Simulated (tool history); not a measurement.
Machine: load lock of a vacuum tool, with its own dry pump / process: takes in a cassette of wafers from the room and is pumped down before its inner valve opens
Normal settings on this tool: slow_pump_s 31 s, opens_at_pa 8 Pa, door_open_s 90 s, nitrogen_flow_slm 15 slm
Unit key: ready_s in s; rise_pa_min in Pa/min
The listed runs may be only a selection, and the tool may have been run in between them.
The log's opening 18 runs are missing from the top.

run,hour,slow_pump_s,opens_at_pa,door_open_s,nitrogen_flow_slm,"incoming humidity of the room's air, %",ready_s,rise_pa_min
19,3000.0,31,8,90,18,43.2,91.9,0.138
20,3219.3,31,8,90,18,42.4,92.7,0.146
21,3383.8,31,8,90,15,42.7,90.6,0.149
22,3480.2,31,8,90,15,44.2,91.7,0.149
23,3635.6,18,8,27,15,46.7,82.6,0.145
24,3831.7,28,10,27,15,43.5,87.7,0.145
25,4054.7,30,6,25,36,42.6,93.3,0.150
26,4232.3,30,6,25,36,46.2,94.1,0.148
27,4331.7,42,7,65,36,46.6,101.5,0.158
28,4533.5,38,6,182,7,44.0,99.5,0.193
29,4757.8,38,6,182,7,43.2,99.2,0.205
30,4941.9,18,6,39,21,41.0,85.6,0.176
31,5093.9,18,6,39,21,45.6,86.2,0.180
32,5319.3,32,8,238,21,49.2,93.3,0.226
33,5534.8,31,8,74,15,47.3,93.4,0.198
34,5690.5,31,8,74,15,42.9,93.4,0.199
35,5805.7,22,12,60,10,47.4,84.2,0.200
36,6002.1,22,12,60,10,45.8,84.9,0.199

Consider 5 possible next runs. They are alternatives, not a sequence: every one starts from the tool as it was left by run 36. What does each give?
A,6173.5,22,12,83,8,44.8,?,?
B,6173.5,22,12,60,7,45.6,?,?
C,6173.5,50,8,150,15,47.5,?,?
D,6173.5,18,8,90,26,42.9,?,?
E,6173.5,22,12,78,10,41.0,?,?

run,ready_s,rise_pa_min
A,84.4,0.214
B,85.6,0.218
C,106.9,0.229
D,85.0,0.206
E,84.1,0.210
Without the tool's hidden state the same runs would have given:
run,ready_s,rise_pa_min
A,81.8,0.034
B,83.0,0.032
C,104.7,0.045
D,82.4,0.024
E,81.6,0.026
